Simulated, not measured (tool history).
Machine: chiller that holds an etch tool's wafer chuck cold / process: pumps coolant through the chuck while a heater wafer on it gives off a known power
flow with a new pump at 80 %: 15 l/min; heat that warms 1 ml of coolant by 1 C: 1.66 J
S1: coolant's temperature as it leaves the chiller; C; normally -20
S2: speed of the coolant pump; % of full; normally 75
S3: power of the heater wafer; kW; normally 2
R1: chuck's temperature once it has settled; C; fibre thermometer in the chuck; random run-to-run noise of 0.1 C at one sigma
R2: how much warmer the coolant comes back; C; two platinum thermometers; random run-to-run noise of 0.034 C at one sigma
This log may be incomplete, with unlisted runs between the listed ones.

run	hour	S1	S2	S3	R1	R2
1	0	-20	75	2	-5.4	5.18
2	159.1	-20	75	1.721	-7.5	4.34
3	302	-20	75	2	-5.3	5.13
4	447.5	-28	75	2	-13.4	5.18
5	597.5	-20	70	2	-4.8	5.57
6	704.6	-20	70	2	-4.7	5.49
7	851.2	-20	70	2	-4.6	5.47
8	957.8	-20	75	2	-5.3	5.03
9	1089	-20	75	2	-5.3	5
10	1158.9	-20	75	2	-5.4	5.06
11	1258.8	-20	75	2	-5.4	5.07
12	1430.4	-20	75	1.336	-10.4	3.24
13	1583.6	-20	75	2	-5.3	5
14	1717.7	-20	66	1.591	-7.3	4.53
15	1809.5	-20	66	1.591	-7.3	4.47
16	1895	-11	92	1.15	-3.6	2.16
17	2004.1	-29	75	2	-14.2	4.94
18	2143.9	-29	75	2	-14.3	4.93
19	2227.4	-14	87	2.156	0.2	4.5
20	2380.4	-14	87	2.156	0.2	4.47
# hour 2481: chiller's thermometer calibrated
21	2550.5	-14	87	2.156	0.4	4.44
22	2628.1	-14	87	2.156	0.3	4.45
23	2749.1	-14	87	2.156	0.4	4.43
24	2825.7	-17	61	1.878	-1.2	5.71
25	2961.9	-11	66	1.878	4	5.22

4 options for the next run, each taken on its own from the tool as it stands now. Forecast them:
A	3039.5	-23	66	1.3	?	?
B	3039.5	-11	84	1.136	?	?
C	3039.5	-16	75	1.994	?	?
D	3039.5	-11	63	1.484	?	?

run	R1	R2
A	-12.8	3.5
B	-3.2	2.25
C	-1.4	4.79
D	1.2	4.21
What these runs would have given with no unlogged condition in the tool:
run	R1	R2
A	-12.8	3.87
B	-3.2	2.62
C	-1.4	5.16
D	1.2	4.57
